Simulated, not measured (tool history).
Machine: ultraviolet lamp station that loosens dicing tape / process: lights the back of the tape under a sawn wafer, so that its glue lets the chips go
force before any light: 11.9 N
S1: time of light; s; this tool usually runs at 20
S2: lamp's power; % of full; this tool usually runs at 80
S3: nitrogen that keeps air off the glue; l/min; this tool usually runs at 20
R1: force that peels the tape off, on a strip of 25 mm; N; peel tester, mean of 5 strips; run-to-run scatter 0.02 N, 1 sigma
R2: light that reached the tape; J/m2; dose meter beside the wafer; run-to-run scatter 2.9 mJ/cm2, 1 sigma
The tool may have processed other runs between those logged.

run    day  S1  S2  S3     R1    R2
  1      0  20  80  20  1.326  3590
  2  0.371  20  80  20  1.324  3590
  3  0.596  20  80  20  1.337  3580
  4  0.842  20  85  20  1.225  3780
  5  1.192  20  85  20  1.218  3780
  6  1.458  20  85  20  1.192  3750
  7  1.633  20  85  20  1.229  3730
  8  2.025  20  80   9   2.34  3560
  9  2.375  20  80   9  2.395  3510
 10  2.779  20  80   9  2.333  3480
 11    3.1  20  80  14  1.836  3490
 12  3.404  20  80  14   1.85  3450
 13  3.817  33  62   9  1.577  4420
 14  4.133  24  80  36   0.64  4090
 15  4.508  24  80  36  0.651  4060

Expected results for the next run?
 16  4.892  24  80  36   ?   ?

R1: 0.681 N
R2: 4050 J/m2
Were there no unlogged condition in the tool, this run, its random variation unchanged, would have produced R1 0.426 N, R2 4950 J/m2.

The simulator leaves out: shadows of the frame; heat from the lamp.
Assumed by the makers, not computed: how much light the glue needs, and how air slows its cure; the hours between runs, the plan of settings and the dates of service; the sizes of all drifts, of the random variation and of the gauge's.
